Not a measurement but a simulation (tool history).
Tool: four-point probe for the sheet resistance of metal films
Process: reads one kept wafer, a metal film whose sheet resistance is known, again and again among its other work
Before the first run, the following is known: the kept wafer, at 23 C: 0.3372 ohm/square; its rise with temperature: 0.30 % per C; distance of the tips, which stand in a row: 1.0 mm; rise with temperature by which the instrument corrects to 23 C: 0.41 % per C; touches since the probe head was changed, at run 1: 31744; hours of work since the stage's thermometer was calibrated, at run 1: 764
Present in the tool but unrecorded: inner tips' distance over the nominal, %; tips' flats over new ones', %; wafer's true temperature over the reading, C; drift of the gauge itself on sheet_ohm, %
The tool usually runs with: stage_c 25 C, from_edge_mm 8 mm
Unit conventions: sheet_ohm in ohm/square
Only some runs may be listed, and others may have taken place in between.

run	hour	stage_c	from_edge_mm	touches since the probe head was changed	hours of work since the stage's thermometer was calibrated	sheet_ohm
1	0.0	25	8	31744	764	0.336817
2	32.4	25	8	32787	779	0.336748
3	72.9	25	13	34088	798	0.335059
4	98.2	25	13	34901	810	0.335159
5	139.1	25	13	36215	829	0.335169
6	165.2	20	8	37052	841	0.338703
7	193.2	20	59	37953	855	0.335956
8	217.9	32	8	38747	866	0.334244
9	260.1	25	8	40101	886	0.336737
10	297.8	25	8	41312	904	0.336651
11	336.9	25	28	42571	922	0.334199
12	361.6	25	28	43364	934	0.334244
13	401.3	25	28	44639	952	0.334188
14	424.5	25	28	45383	963	0.334152
15	463.1	25	8	46624	981	0.336567
16	500.6	25	69	47828	999	0.333919
17	535.2	20	69	48941	1015	0.335966
18	569.7	20	69	50049	1031	0.335888
19	612.1	25	8	51412	1051	0.336657
20	644.7	25	8	52459	1067	0.336644
21	680.6	30	57	53611	1083	0.332038
22	704.6	30	57	54385	1095	0.331985

Run 23 is up next; what results do you expect?
23	727.5	30	57	55119	1105	?

Run 23 measured sheet_ohm 0.331997 ohm/square.
Minus the tool's unlogged condition, the same run would have read sheet_ohm 0.334553 ohm/square.
